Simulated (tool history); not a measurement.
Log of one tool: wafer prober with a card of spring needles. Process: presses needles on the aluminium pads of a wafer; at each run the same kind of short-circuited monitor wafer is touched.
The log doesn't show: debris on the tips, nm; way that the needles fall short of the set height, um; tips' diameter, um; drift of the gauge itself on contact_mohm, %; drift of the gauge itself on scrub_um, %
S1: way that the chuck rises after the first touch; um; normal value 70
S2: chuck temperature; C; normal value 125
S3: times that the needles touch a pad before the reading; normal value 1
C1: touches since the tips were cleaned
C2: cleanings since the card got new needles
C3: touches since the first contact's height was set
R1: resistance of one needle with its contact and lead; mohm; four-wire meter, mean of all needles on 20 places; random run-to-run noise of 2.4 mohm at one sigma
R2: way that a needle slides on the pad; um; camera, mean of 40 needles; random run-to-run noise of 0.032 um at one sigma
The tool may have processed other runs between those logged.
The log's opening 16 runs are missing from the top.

run   hour  S1   S2  S3    C1   C2     C3   R1     R2
     292.9  -- tips cleaned on abrasive film
     306.5  -- tips cleaned on abrasive film
     307.2  -- height of the first contact set anew
 17  307.2  50   81   2   170   91      0  286   6.09
     320.0  -- tips cleaned on abrasive film
 18  329.6  70   42   2  3511   92   8170  293   8.48
     333.3  -- tips cleaned on abrasive film
     347.4  -- tips cleaned on abrasive film
 19  353.4  70   42   2  2192   94  16824  286   8.47
     361.9  -- tips cleaned on abrasive film
     375.6  -- tips cleaned on abrasive film
 20  376.8  52  125   1   432   96  25342  315   6.23
     388.7  -- tips cleaned on abrasive film
     403.3  -- tips cleaned on abrasive film
 21  404.6  52  125   1   480   98  35474  315   6.24
     416.8  -- tips cleaned on abrasive film
 22  425.5  51   48   1  3204   99  43115  376   6.13
     430.8  -- tips cleaned on abrasive film
     444.5  -- tips cleaned on abrasive film
 23  449.7  83   48   2  1926  101  51928  272  10.00
     459.7  -- tips cleaned on abrasive film
 24  466.2  75   32   1  2352  102  57912  306   8.95
     473.9  -- tips cleaned on abrasive film
     487.7  -- tips cleaned on abrasive film
 25  487.7  89   55   1     0  104  65753  262  10.65
     502.9  -- tips cleaned on abrasive film
 26  507.5  87   27   3  1672  105  72967  258  10.40
     516.5  -- tips cleaned on abrasive film
     530.8  -- tips cleaned on abrasive film
 27  532.1  87   27   3   477  107  81918  251  10.49
     535.6  -- height of the first contact set anew
     545.2  -- tips cleaned on abrasive film
 28  556.3  87   31   2  4058  108   7561  276  10.56
     558.9  -- tips cleaned on abrasive film
 29  567.9  83  124   1  3310  109  11799  317  10.05
     574.3  -- tips cleaned on abrasive film
     588.0  -- tips cleaned on abrasive film
 30  588.0  54   33   1     0  111  19104  270   6.47
     601.5  -- tips cleaned on abrasive film
 31  612.7  59   56   1  4104  112  28137  357   7.12
     615.2  -- tips cleaned on abrasive film
     629.3  -- tips cleaned on abrasive film
 32  638.9  59   56   1  3517  114  37656  360   7.09

3 options for the next run, each taken on its own from the tool as it stands now. Forecast them:
     643.7  -- tips cleaned on abrasive film
     657.3  -- tips cleaned on abrasive film
  A  660.6  50  26   1  1176  116  45537   ?   ?
     643.7  -- tips cleaned on abrasive film
     657.3  -- tips cleaned on abrasive film
  B  660.6  77  53   2  1176  116  45537   ?   ?
     643.7  -- tips cleaned on abrasive film
     657.3  -- tips cleaned on abrasive film
  C  660.6  53  56   2  1176  116  45537   ?   ?

run   R1    R2
  A  326  5.95
  B  275  9.26
  C  296  6.37
Without the tool's unlogged condition, the same runs would have read:
run   R1    R2
  A  250  6.05
  B  254  9.35
  C  256  6.47
